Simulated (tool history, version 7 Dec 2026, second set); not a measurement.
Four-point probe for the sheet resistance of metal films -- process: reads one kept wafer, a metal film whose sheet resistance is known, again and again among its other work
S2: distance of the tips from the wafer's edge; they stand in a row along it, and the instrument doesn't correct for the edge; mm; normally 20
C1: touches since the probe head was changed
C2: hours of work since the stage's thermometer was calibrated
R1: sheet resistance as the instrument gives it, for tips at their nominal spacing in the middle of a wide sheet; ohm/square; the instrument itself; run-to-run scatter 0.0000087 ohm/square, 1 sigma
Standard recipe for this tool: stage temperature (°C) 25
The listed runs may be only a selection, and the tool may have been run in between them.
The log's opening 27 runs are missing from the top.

{"run": 28, "hour": 371.7, "stage temperature (°C)": 26, "S2": 4, "C1": 8725, "C2": 2251, "R1": 0.04572}
{"run": 29, "hour": 385.1, "stage temperature (°C)": 25, "S2": 64, "C1": 8890, "C2": 2257, "R1": 0.043496}
{"run": 30, "hour": 401.8, "stage temperature (°C)": 25, "S2": 64, "C1": 9096, "C2": 2265, "R1": 0.043496}
{"run": 31, "hour": 414.9, "stage temperature (°C)": 32, "S2": 7, "C1": 9257, "C2": 2271, "R1": 0.044185}
{"run": 32, "hour": 428.8, "stage temperature (°C)": 32, "S2": 15, "C1": 9428, "C2": 2278, "R1": 0.043605}
{"run": 33, "hour": 439.8, "stage temperature (°C)": 29, "S2": 70, "C1": 9563, "C2": 2283, "R1": 0.043467}
{"run": 34, "hour": 450.9, "stage temperature (°C)": 19, "S2": 16, "C1": 9701, "C2": 2288, "R1": 0.043693}
{"run": 35, "hour": 465.8, "stage temperature (°C)": 19, "S2": 16, "C1": 9885, "C2": 2295, "R1": 0.043707}
{"run": 36, "hour": 483.6, "stage temperature (°C)": 19, "S2": 16, "C1": 10104, "C2": 2303, "R1": 0.043712}
{"run": 37, "hour": 498.9, "stage temperature (°C)": 22, "S2": 9, "C1": 10292, "C2": 2310, "R1": 0.043969}
{"run": 38, "hour": 508.0, "stage temperature (°C)": 25, "S2": 3, "C1": 10404, "C2": 2314, "R1": 0.047297}
{"run": 39, "hour": 525.1, "stage temperature (°C)": 19, "S2": 9, "C1": 10614, "C2": 2322, "R1": 0.044009}
{"run": 40, "hour": 534.1, "stage temperature (°C)": 32, "S2": 7, "C1": 10726, "C2": 2326, "R1": 0.044205}
{"run": 41, "hour": 550.3, "stage temperature (°C)": 23, "S2": 24, "C1": 10926, "C2": 2334, "R1": 0.043577}
{"run": 42, "hour": 561.6, "stage temperature (°C)": 25, "S2": 5, "C1": 11064, "C2": 2339, "R1": 0.04495}
{"run": 43, "hour": 579.9, "stage temperature (°C)": 25, "S2": 5, "C1": 11291, "C2": 2348, "R1": 0.044968}
{"run": 44, "hour": 593.2, "stage temperature (°C)": 33, "S2": 5, "C1": 11455, "C2": 2354, "R1": 0.044872}

Consider 3 possible next runs. They are alternatives, not a sequence: every one starts from the tool as it was left by run 44. What does each give?
{"run": "A", "hour": 605.7, "stage temperature (°C)": 25, "S2": 8, "C1": 11609, "C2": 2359, "R1": "?"}
{"run": "B", "hour": 605.7, "stage temperature (°C)": 28, "S2": 5, "C1": 11609, "C2": 2359, "R1": "?"}
{"run": "C", "hour": 605.7, "stage temperature (°C)": 27, "S2": 49, "C1": 11609, "C2": 2359, "R1": "?"}

run=A R1=0.044079
run=B R1=0.044926
run=C R1=0.043493
What these runs would have given with no unlogged condition in the tool:
run=A R1=0.043963
run=B R1=0.044809
run=C R1=0.043379
